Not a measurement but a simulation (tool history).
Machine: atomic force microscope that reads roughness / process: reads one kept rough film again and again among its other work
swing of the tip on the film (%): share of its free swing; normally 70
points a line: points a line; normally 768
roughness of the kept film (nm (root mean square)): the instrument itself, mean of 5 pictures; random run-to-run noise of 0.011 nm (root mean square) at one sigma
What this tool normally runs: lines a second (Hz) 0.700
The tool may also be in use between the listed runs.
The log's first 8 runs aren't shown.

run,hour,lines a second (Hz),swing of the tip on the film (%),points a line,pictures with this tip,hours of work since the height scale was calibrated,roughness of the kept film (nm (root mean square))
9,86.5,3.250,70,768,219,125,1.989
10,94.3,3.110,70,768,234,129,1.982
# hour 96.3: new tip fitted
11,111.2,0.700,70,291,27,138,2.370
12,118.7,0.700,70,357,41,142,2.387
13,129.2,0.700,70,357,60,148,2.361
14,143.6,2.865,70,357,86,155,2.124
15,151.1,2.865,70,357,100,159,2.110
16,158.1,2.865,70,357,112,163,2.115
17,165.6,3.398,70,768,126,167,2.071
18,180.6,2.378,70,691,153,175,2.121
19,187.7,2.378,70,691,166,179,2.117
20,195.9,0.700,70,280,181,184,2.241
21,205.9,0.700,70,280,199,189,2.224
22,219.6,0.687,61,325,224,197,2.237
# hour 227.2: new tip fitted
23,233.1,0.845,87,260,11,204,2.240
24,249.2,1.693,77,804,40,212,2.204
25,258.3,0.700,77,768,57,217,2.325
26,272.0,1.462,70,592,82,225,2.276
27,280.5,1.462,70,592,97,229,2.231
28,289.3,0.700,77,394,113,234,2.264
29,297.7,2.904,70,406,128,239,2.079
30,310.4,0.700,60,714,151,246,2.294
31,317.8,0.700,83,768,165,250,2.177
32,330.6,0.700,83,768,188,257,2.181

Branching from run 32: 4 alternative next runs. What would each branch give?
A,343.9,2.070,70,547,212,264,?
B,343.9,0.700,83,768,212,264,?
C,343.9,0.700,62,768,212,264,?
D,343.9,0.815,56,549,212,264,?

run,roughness of the kept film (nm (root mean square))
A,2.094
B,2.132
C,2.245
D,2.251
With no hidden state in the tool, these same runs would have given:
run,roughness of the kept film (nm (root mean square))
A,2.306
B,2.349
C,2.472
D,2.479
